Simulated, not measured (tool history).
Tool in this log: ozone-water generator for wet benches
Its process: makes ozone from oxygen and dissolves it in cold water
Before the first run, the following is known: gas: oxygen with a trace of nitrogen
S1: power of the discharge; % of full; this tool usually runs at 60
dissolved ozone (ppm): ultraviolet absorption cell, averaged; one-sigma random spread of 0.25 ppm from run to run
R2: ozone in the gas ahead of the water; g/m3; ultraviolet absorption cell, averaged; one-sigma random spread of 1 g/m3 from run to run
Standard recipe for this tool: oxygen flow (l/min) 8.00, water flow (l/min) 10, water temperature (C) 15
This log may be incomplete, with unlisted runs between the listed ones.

Run 1, hour 0.0: usual settings. Result: dissolved ozone (ppm) 35.0, R2 167.8 g/m3.
Run 2, hour 63.0: usual settings but water temperature (C) 20. Result: dissolved ozone (ppm) 31.4, R2 166.5 g/m3.
Run 3, hour 143.0: usual settings but water temperature (C) 20. Result: dissolved ozone (ppm) 30.7, R2 168.5 g/m3.
Run 4, hour 220.8: usual settings but water temperature (C) 20. Result: dissolved ozone (ppm) 30.9, R2 169.5 g/m3.
At hour 259.9: contactor cleaned.
Run 5, hour 330.5: usual settings but S1 44 % of full. Result: dissolved ozone (ppm) 28.7, R2 136.2 g/m3.
Run 6, hour 416.8: usual settings but S1 44 % of full. Result: dissolved ozone (ppm) 28.8, R2 137.1 g/m3.
Run 7, hour 511.2: usual settings but S1 67 % of full. Result: dissolved ozone (ppm) 36.8, R2 175.7 g/m3.
Run 8, hour 614.6: usual settings but S1 67 % of full. Result: dissolved ozone (ppm) 36.6, R2 174.8 g/m3.
Run 9, hour 673.6: usual settings but S1 67 % of full. Result: dissolved ozone (ppm) 36.5, R2 174.6 g/m3.
Run 10, hour 736.8: usual settings but S1 67 % of full. Result: dissolved ozone (ppm) 36.0, R2 174.6 g/m3.
Run 11, hour 820.1: usual settings. Result: dissolved ozone (ppm) 33.7, R2 162.3 g/m3.
Run 12, hour 916.2: usual settings but S1 98 % of full. Result: dissolved ozone (ppm) 44.6, R2 216.4 g/m3.
Run 13, hour 1030.6: usual settings but S1 98 % of full, water flow (l/min) 8. Result: dissolved ozone (ppm) 50.1, R2 213.8 g/m3.
Run 14, hour 1082.1: usual settings but S1 98 % of full, water flow (l/min) 8. Result: dissolved ozone (ppm) 49.2, R2 216.0 g/m3.
Run 15, hour 1150.6: usual settings. Result: dissolved ozone (ppm) 33.1, R2 160.3 g/m3.
Run 16, hour 1224.4: usual settings. Result: dissolved ozone (ppm) 32.8, R2 157.4 g/m3.
Run 17, hour 1301.8: usual settings. Result: dissolved ozone (ppm) 32.7, R2 158.9 g/m3.
Run 18, hour 1414.5: usual settings but S1 41 % of full, oxygen flow (l/min) 6.09, water flow (l/min) 14, water temperature (C) 8. Result: dissolved ozone (ppm) 23.6, R2 138.3 g/m3.
Run 19, hour 1514.5: usual settings but S1 41 % of full, oxygen flow (l/min) 5.98, water flow (l/min) 8, water temperature (C) 8. Result: dissolved ozone (ppm) 34.2, R2 139.3 g/m3.
Run 20, hour 1611.9: usual settings but S1 41 % of full, oxygen flow (l/min) 5.98, water flow (l/min) 15, water temperature (C) 10. Result: dissolved ozone (ppm) 21.3, R2 138.2 g/m3.
Run 21, hour 1705.8: usual settings but S1 41 % of full, oxygen flow (l/min) 5.98, water flow (l/min) 15, water temperature (C) 10. Result: dissolved ozone (ppm) 21.5, R2 137.2 g/m3.
Run 22, hour 1812.4: usual settings but S1 45 % of full. Result: dissolved ozone (ppm) 26.8, R2 132.4 g/m3.
Run 23, hour 1892.8: usual settings but S1 45 % of full. Result: dissolved ozone (ppm) 26.9, R2 130.4 g/m3.
Run 24, hour 1973.1: usual settings but S1 64 % of full, oxygen flow (l/min) 7.56, water flow (l/min) 13. Result: dissolved ozone (ppm) 27.7, R2 161.7 g/m3.
Run 25, hour 2032.9: usual settings but S1 64 % of full, oxygen flow (l/min) 7.56, water flow (l/min) 13. Result: dissolved ozone (ppm) 28.1, R2 160.8 g/m3.
Run 26, hour 2151.2: usual settings but water temperature (C) 10. Result: dissolved ozone (ppm) 34.7, R2 153.3 g/m3.
Run 27, hour 2267.7: usual settings but water temperature (C) 10. Result: dissolved ozone (ppm) 34.6, R2 151.0 g/m3.
Run 28, hour 2365.4: usual settings but S1 82 % of full, water temperature (C) 18. Result: dissolved ozone (ppm) 34.5, R2 179.5 g/m3.
Run 29, hour 2462.1: usual settings but S1 82 % of full, water temperature (C) 18. Result: dissolved ozone (ppm) 34.1, R2 177.8 g/m3.
Run 30, hour 2571.6: usual settings but S1 82 % of full, water temperature (C) 18. Result: dissolved ozone (ppm) 33.1, R2 176.3 g/m3.
Run 31, hour 2640.3: usual settings but S1 82 % of full, water temperature (C) 18. Result: dissolved ozone (ppm) 33.8, R2 176.9 g/m3.
Run 32, hour 2748.4: usual settings but S1 58 % of full, water flow (l/min) 14. Result: dissolved ozone (ppm) 23.9, R2 142.5 g/m3.
Run 33, hour 2855.7: usual settings but oxygen flow (l/min) 5.49, water temperature (C) 10. Result: dissolved ozone (ppm) 32.9, R2 163.4 g/m3.
At hour 2938.4: contactor cleaned.
Run 34, hour 2948.4: usual settings but oxygen flow (l/min) 4.31. Result: dissolved ozone (ppm) 29.3, R2 179.0 g/m3.

3 options for the next run, each taken on its own from the tool as it stands now. Forecast them:
Run A, hour 3053.0: usual settings but oxygen flow (l/min) 4.31, water flow (l/min) 14. Result: dissolved ozone (ppm) ?, R2 ?.
Run B, hour 3053.0: usual settings but oxygen flow (l/min) 11.40. Result: dissolved ozone (ppm) ?, R2 ?.
Run C, hour 3053.0: usual settings but oxygen flow (l/min) 7.77. Result: dissolved ozone (ppm) ?, R2 ?.

run  dissolved ozone (ppm)     R2
  A                   22.9  179.0
  B                   29.6  128.5
  C                   30.2  145.8
Take away the tool's hidden state, keep each run's random variation, and the runs would have read:
run  dissolved ozone (ppm)     R2
  A                   28.7  221.9
  B                   37.4  159.2
  C                   38.1  180.5
